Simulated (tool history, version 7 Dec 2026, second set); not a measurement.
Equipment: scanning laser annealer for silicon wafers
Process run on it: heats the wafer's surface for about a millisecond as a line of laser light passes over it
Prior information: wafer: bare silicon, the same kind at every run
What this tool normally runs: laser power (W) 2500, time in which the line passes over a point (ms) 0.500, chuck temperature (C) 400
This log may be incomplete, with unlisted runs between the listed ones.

run     day  laser power (W)  time in which the line passes over a point (ms)  chuck temperature (C)  highest temperature of the surface (C)
  1   0.000             2500                                            0.500                    400                                    1118
  2   1.233             2500                                            0.500                    400                                    1118
  3   2.654             2500                                            0.500                    400                                    1120
  4   4.704             2500                                            0.500                    362                                    1079
  5   6.667             2500                                            0.500                    362                                    1079
  6   9.271             2500                                            0.500                    400                                    1114
  7  12.017             2500                                            0.500                    400                                    1115
  8  13.167             2500                                            0.500                    400                                    1115
  9  15.167             2500                                            0.500                    400                                    1112
 10  17.254             2500                                            0.413                    400                                    1060
 11  19.704             2500                                            0.413                    400                                    1053
 12  21.975             2500                                            0.428                    400                                    1066
 13  23.354             2500                                            0.500                    400                                    1109
 14  25.921             2500                                            0.500                    400                                    1110
 15  27.354             2500                                            0.500                    400                                    1108
 16  29.038             2591                                            0.500                    400                                    1134
 17  30.171             2591                                            0.500                    400                                    1131
 18  32.479             2591                                            0.500                    400                                    1133
 19  33.988             2500                                            0.500                    369                                    1073
 20  36.679             2500                                            0.500                    369                                    1076
 21  39.371             2500                                            0.500                    400                                    1105
 22  41.475             2302                                            0.364                    400                                     968
 23  44.050             2302                                            0.364                    400                                     964
     44.975  -- window over the wafer cleaned
 24  45.788             2302                                            0.364                    400                                     980
 25  47.279             2302                                            0.364                    400                                     980
 26  48.467             2302                                            0.364                    400                                     981
 27  50.300             2302                                            0.364                    400                                     980
 28  51.442             2351                                            0.464                    362                                    1021
 29  52.567             2500                                            0.500                    406                                    1123
 30  53.958             2288                                            0.590                    429                                    1137
 31  55.554             2718                                            0.389                    430                                    1127
 32  57.362             2590                                            0.426                    417                                    1105
     57.912  -- optics aligned, line set to its width
 33  58.958             2500                                            0.350                    400                                    1017
 34  60.208             2134                                            0.355                    425                                     956
 35  61.525             2681                                            0.542                    440                                    1239
 36  62.683             2681                                            0.542                    440                                    1237
 37  64.104             2681                                            0.542                    440                                    1238
 38  65.233             2681                                            0.542                    440                                    1235
 39  66.925             2681                                            0.542                    440                                    1238
 40  68.038             2500                                            0.500                    396                                    1116
 41  69.779             2465                                            0.605                    363                                    1132

3 options for the next run, each taken on its own from the tool as it stands now. Forecast them:
  A  71.725             2316                                            0.500                    417                                       ?
  B  71.725             2629                                            0.473                    400                                       ?
  C  71.725             2242                                            0.601                    363                                       ?

run  highest temperature of the surface (C)
  A                                    1084
  B                                    1131
  C                                    1069
The same runs, with their run-to-run variation unchanged, on a tool lacking any hidden condition would have given:
run  highest temperature of the surface (C)
  A                                    1095
  B                                    1143
  C                                    1080
